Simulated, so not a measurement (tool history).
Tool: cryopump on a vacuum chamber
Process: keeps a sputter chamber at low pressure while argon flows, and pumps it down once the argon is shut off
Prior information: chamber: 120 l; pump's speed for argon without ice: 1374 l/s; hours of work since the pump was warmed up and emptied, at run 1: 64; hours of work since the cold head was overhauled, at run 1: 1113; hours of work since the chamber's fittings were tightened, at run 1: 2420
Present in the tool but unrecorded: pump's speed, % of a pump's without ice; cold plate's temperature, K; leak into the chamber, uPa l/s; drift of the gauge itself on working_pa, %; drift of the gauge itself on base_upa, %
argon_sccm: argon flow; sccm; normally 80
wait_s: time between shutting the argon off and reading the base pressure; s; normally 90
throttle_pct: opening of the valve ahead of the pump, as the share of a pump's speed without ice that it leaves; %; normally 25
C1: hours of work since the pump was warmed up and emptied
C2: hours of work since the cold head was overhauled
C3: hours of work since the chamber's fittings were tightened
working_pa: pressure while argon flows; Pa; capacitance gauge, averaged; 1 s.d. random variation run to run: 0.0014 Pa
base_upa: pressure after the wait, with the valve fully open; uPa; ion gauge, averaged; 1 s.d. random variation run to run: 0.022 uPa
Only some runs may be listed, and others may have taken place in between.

Run 1, hour 0: usual settings; C1 64; C2 1113; C3 2420. Result: working_pa 0.3986 Pa, base_upa 2.42 uPa.
Run 2, hour 38.9: usual settings but wait_s 27 s; C1 88; C2 1137; C3 2444. Result: working_pa 0.4008 Pa, base_upa 3.32 uPa.
Run 3, hour 77.9: usual settings; C1 112; C2 1161; C3 2468. Result: working_pa 0.4014 Pa, base_upa 2.52 uPa.
Run 4, hour 100: usual settings; C1 126; C2 1175; C3 2482. Result: working_pa 0.403 Pa, base_upa 2.49 uPa.
Run 5, hour 122.7: usual settings; C1 140; C2 1189; C3 2496. Result: working_pa 0.4027 Pa, base_upa 2.6 uPa.
Run 6, hour 162.1: usual settings; C1 165; C2 1213; C3 2521. Result: working_pa 0.4034 Pa, base_upa 2.59 uPa.
Run 7, hour 190.7: usual settings but wait_s 249 s; C1 182; C2 1231; C3 2538. Result: working_pa 0.404 Pa, base_upa 2.44 uPa.
Run 8, hour 238.5: usual settings; C1 212; C2 1261; C3 2568. Result: working_pa 0.4057 Pa, base_upa 2.64 uPa.
Run 9, hour 283: usual settings; C1 240; C2 1288; C3 2596. Result: working_pa 0.4055 Pa, base_upa 2.75 uPa.
Run 10, hour 331.2: usual settings but throttle_pct 34 %; C1 270; C2 1318; C3 2626. Result: working_pa 0.3052 Pa, base_upa 2.89 uPa.
Run 11, hour 365.2: usual settings but throttle_pct 34 %; C1 291; C2 1339; C3 2647. Result: working_pa 0.3095 Pa, base_upa 2.84 uPa.
Run 12, hour 402.7: usual settings but argon_sccm 73 sccm; C1 314; C2 1363; C3 2670. Result: working_pa 0.3784 Pa, base_upa 2.93 uPa.
At hour 424.8: pump warmed up, emptied and cooled again.
Run 13, hour 445.6: usual settings; C1 13; C2 1386; C3 2694. Result: working_pa 0.3962 Pa, base_upa 2.6 uPa.
Run 14, hour 479.9: usual settings; C1 34; C2 1408; C3 2715. Result: working_pa 0.3982 Pa, base_upa 2.63 uPa.
Run 15, hour 513.8: usual settings; C1 55; C2 1429; C3 2736. Result: working_pa 0.3978 Pa, base_upa 2.65 uPa.
Run 16, hour 554: usual settings; C1 80; C2 1454; C3 2761. Result: working_pa 0.398 Pa, base_upa 2.7 uPa.
Run 17, hour 587.9: usual settings; C1 101; C2 1475; C3 2782. Result: working_pa 0.3971 Pa, base_upa 2.73 uPa.
Run 18, hour 610.9: usual settings but wait_s 27 s; C1 116; C2 1489; C3 2796. Result: working_pa 0.4007 Pa, base_upa 3.44 uPa.
Run 19, hour 646.6: usual settings but argon_sccm 103 sccm, wait_s 27 s; C1 138; C2 1511; C3 2818. Result: working_pa 0.5195 Pa, base_upa 3.61 uPa.
Run 20, hour 691.6: usual settings but argon_sccm 103 sccm, wait_s 27 s; C1 166; C2 1539; C3 2846. Result: working_pa 0.5203 Pa, base_upa 3.51 uPa.
Run 21, hour 718.2: usual settings but argon_sccm 103 sccm, wait_s 27 s; C1 182; C2 1556; C3 2863. Result: working_pa 0.5174 Pa, base_upa 3.7 uPa.
Run 22, hour 766.1: usual settings but argon_sccm 98 sccm, wait_s 95 s; C1 212; C2 1585; C3 2893. Result: working_pa 0.4962 Pa, base_upa 2.95 uPa.
Run 23, hour 808.1: usual settings but wait_s 186 s; C1 238; C2 1611; C3 2919. Result: working_pa 0.4033 Pa, base_upa 2.8 uPa.
Run 24, hour 828.9: usual settings but argon_sccm 95 sccm, wait_s 47 s; C1 251; C2 1624; C3 2932. Result: working_pa 0.4838 Pa, base_upa 3.33 uPa.
Run 25, hour 876.5: usual settings but argon_sccm 95 sccm, wait_s 32 s, throttle_pct 48 %; C1 280; C2 1654; C3 2961. Result: working_pa 0.2619 Pa, base_upa 3.55 uPa.
Run 26, hour 911: usual settings but argon_sccm 75 sccm, wait_s 32 s, throttle_pct 48 %; C1 302; C2 1675; C3 2983. Result: working_pa 0.2057 Pa, base_upa 3.63 uPa.
At hour 950.6: pump warmed up, emptied and cooled again.
Run 27, hour 964: usual settings but argon_sccm 123 sccm, wait_s 102 s, throttle_pct 52 %; C1 8; C2 1705; C3 3012. Result: working_pa 0.2972 Pa, base_upa 2.82 uPa.
Run 28, hour 986.9: usual settings but argon_sccm 123 sccm, wait_s 266 s, throttle_pct 26 %; C1 23; C2 1719; C3 3027. Result: working_pa 0.5865 Pa, base_upa 2.57 uPa.
Run 29, hour 1028: usual settings but argon_sccm 123 sccm, wait_s 266 s, throttle_pct 26 %; C1 48; C2 1745; C3 3052. Result: working_pa 0.5884 Pa, base_upa 2.64 uPa.
Run 30, hour 1057.1: usual settings but argon_sccm 113 sccm, wait_s 156 s; C1 66; C2 1763; C3 3070. Result: working_pa 0.5644 Pa, base_upa 2.81 uPa.
Run 31, hour 1085: usual settings but argon_sccm 57 sccm, wait_s 25 s, throttle_pct 23 %; C1 83; C2 1780; C3 3088. Result: working_pa 0.3093 Pa, base_upa 3.8 uPa.
Run 32, hour 1107.7: usual settings but argon_sccm 127 sccm, throttle_pct 34 %; C1 98; C2 1794; C3 3102. Result: working_pa 0.4734 Pa, base_upa 3 uPa.
Run 33, hour 1151.6: usual settings but argon_sccm 74 sccm, wait_s 36 s, throttle_pct 19 %; C1 125; C2 1822; C3 3129. Result: working_pa 0.4888 Pa, base_upa 3.38 uPa.
Run 34, hour 1192.5: usual settings but argon_sccm 74 sccm, wait_s 36 s, throttle_pct 19 %; C1 150; C2 1847; C3 3154. Result: working_pa 0.4853 Pa, base_upa 3.62 uPa.

Selected run-to-run steps in working_pa, each split into two signed amounts: the part the tool would show with no hidden state at all (from settings, incoming material and random variation), and the remainder, which goes to the hidden state together with any gauge scatter not common to the measured and the hidden-state-free results:
Run 12 -> 13: argon_sccm 73 -> 80, pump warmed up, emptied and cooled again. working_pa +0.0178 Pa: hidden state -0.0142, all else +0.032.
Run 24 -> 25: wait_s 47 -> 32, throttle_pct 25 -> 48. working_pa -0.2219 Pa: hidden state +0.0019, all else -0.2238.
Run 26 -> 27: argon_sccm 75 -> 123, wait_s 32 -> 102, throttle_pct 48 -> 52, pump warmed up, emptied and cooled again. working_pa +0.0915 Pa: hidden state -0.0095, all else +0.101.
Run 27 -> 28: wait_s 102 -> 266, throttle_pct 52 -> 26. working_pa +0.2893 Pa: hidden state +0.0008, all else +0.2885.
Run 30 -> 31: argon_sccm 113 -> 57, wait_s 156 -> 25, throttle_pct 25 -> 23. working_pa -0.2551 Pa: hidden state -0.0039, all else -0.2512.
Run 31 -> 32: argon_sccm 57 -> 127, wait_s 25 -> 90, throttle_pct 23 -> 34. working_pa +0.1641 Pa: hidden state +0.0071, all else +0.157.
